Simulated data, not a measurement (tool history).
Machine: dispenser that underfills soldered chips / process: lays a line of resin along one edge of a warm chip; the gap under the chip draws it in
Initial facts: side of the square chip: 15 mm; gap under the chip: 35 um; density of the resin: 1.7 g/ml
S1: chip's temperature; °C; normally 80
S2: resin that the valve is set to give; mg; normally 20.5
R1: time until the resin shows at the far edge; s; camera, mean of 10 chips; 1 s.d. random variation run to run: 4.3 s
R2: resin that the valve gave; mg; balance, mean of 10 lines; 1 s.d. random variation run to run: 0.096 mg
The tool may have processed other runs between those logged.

run 1 hour=0 | S1=80 S2=20.5 | R1=912.2 R2=20.49
-- hour=4.1 new syringe of resin
run 2 hour=7.9 | S1=80 S2=20.5 | R1=543.9 R2=20.23
run 3 hour=14.7 | S1=80 S2=20.5 | R1=768.3 R2=20.21
run 4 hour=19.7 | S1=80 S2=20.5 | R1=1008.2 R2=20.1
-- hour=22.5 new syringe of resin
run 5 hour=28.9 | S1=88 S2=20.5 | R1=436.4 R2=20.07
run 6 hour=36 | S1=88 S2=20.5 | R1=625.8 R2=20.18
-- hour=40.5 new syringe of resin
run 7 hour=40.5 | S1=77 S2=20.5 | R1=521.2 R2=19.87
run 8 hour=44.4 | S1=77 S2=17.7 | R1=642.4 R2=17.2
run 9 hour=52.2 | S1=77 S2=17.7 | R1=957.6 R2=17.24
-- hour=58.9 new syringe of resin
run 10 hour=60.3 | S1=77 S2=17.7 | R1=580.5 R2=17.05
run 11 hour=68.9 | S1=75 S2=19.7 | R1=955.7 R2=18.86
-- hour=77.3 new syringe of resin
run 12 hour=77.3 | S1=84 S2=19.1 | R1=383.7 R2=18.42
run 13 hour=81.5 | S1=74 S2=18.8 | R1=768.7 R2=17.94
run 14 hour=87.5 | S1=91 S2=23.8 | R1=473.2 R2=22.75
run 15 hour=91.9 | S1=70 S2=20.5 | R1=1562.2 R2=19.32
-- hour=95.4 new syringe of resin
run 16 hour=100.6 | S1=88 S2=19.3 | R1=428.5 R2=18.3
run 17 hour=105.3 | S1=70 S2=19.5 | R1=1250.9 R2=18.38
run 18 hour=109.7 | S1=70 S2=19.5 | R1=1599.4 R2=18.38
-- hour=113.8 new syringe of resin
run 19 hour=115.9 | S1=86 S2=17.8 | R1=407.2 R2=16.67
run 20 hour=124.8 | S1=86 S2=17.8 | R1=643.4 R2=16.54

Each row is a separate what-if for the run after 20, all from the same tool condition, not one after another. Results?
run A hour=128.4 | S1=86 S2=20.5 | R1=? R2=?
run B hour=128.4 | S1=88 S2=17.8 | R1=? R2=?
run C hour=128.4 | S1=73 S2=25.8 | R1=? R2=?

run=A R1=748.7 R2=19.07
run=B R1=713 R2=16.57
run=C R1=1319 R2=23.97
Stripped of hidden state, with their random variation kept, the same runs would have yielded:
run=A R1=325 R2=20.52
run=B R1=306.9 R2=17.83
run=C R1=575 R2=25.78
